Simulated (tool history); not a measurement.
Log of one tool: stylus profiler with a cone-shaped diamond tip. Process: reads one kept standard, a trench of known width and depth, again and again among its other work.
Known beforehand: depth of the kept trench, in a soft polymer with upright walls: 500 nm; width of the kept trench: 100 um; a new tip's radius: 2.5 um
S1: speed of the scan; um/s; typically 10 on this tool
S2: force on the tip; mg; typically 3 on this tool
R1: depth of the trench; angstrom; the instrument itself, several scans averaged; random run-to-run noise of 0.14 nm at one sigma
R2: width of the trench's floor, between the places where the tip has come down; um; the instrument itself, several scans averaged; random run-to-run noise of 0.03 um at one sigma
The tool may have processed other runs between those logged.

Run 1, day 0: usual settings. Result: R1 5058.4 angstrom, R2 96.88 um.
Run 2, day 0.796: usual settings. Result: R1 5060.9 angstrom, R2 96.92 um.
Run 3, day 1.3: usual settings. Result: R1 5057.4 angstrom, R2 96.91 um.
Run 4, day 1.792: usual settings. Result: R1 5057 angstrom, R2 96.89 um.
Run 5, day 2.533: usual settings. Result: R1 5056.3 angstrom, R2 96.91 um.
Run 6, day 2.867: usual settings but S1 25 um/s. Result: R1 5059.2 angstrom, R2 96.77 um.
Run 7, day 3.646: usual settings but S2 6.63 mg. Result: R1 5095.6 angstrom, R2 96.93 um.
Run 8, day 4.312: usual settings but S2 6.63 mg. Result: R1 5094.5 angstrom, R2 96.92 um.
Run 9, day 4.738: usual settings but S2 6.63 mg. Result: R1 5094.4 angstrom, R2 96.98 um.
Run 10, day 5.442: usual settings but S1 31 um/s, S2 3.19 mg. Result: R1 5061.9 angstrom, R2 96.81 um.
Run 11, day 5.992: usual settings but S1 31 um/s, S2 3.19 mg. Result: R1 5061.1 angstrom, R2 96.82 um.
Run 12, day 6.579: usual settings but S1 31 um/s, S2 3.19 mg. Result: R1 5060.9 angstrom, R2 96.78 um.
Run 13, day 7.029: usual settings but S1 31 um/s, S2 3.19 mg. Result: R1 5060.3 angstrom, R2 96.78 um.
Run 14, day 7.654: usual settings but S1 4 um/s. Result: R1 5058.8 angstrom, R2 96.91 um.

Expected results for the next run?
Run 15, day 8.338: usual settings but S1 4 um/s. Result: R1 ?, R2 ?.

{"run 15": {"R1": 5059.9, "R2": 96.89}}
The same run, on a tool lacking any hidden state, would have yielded R1 5052.9 angstrom, R2 96.94 um.

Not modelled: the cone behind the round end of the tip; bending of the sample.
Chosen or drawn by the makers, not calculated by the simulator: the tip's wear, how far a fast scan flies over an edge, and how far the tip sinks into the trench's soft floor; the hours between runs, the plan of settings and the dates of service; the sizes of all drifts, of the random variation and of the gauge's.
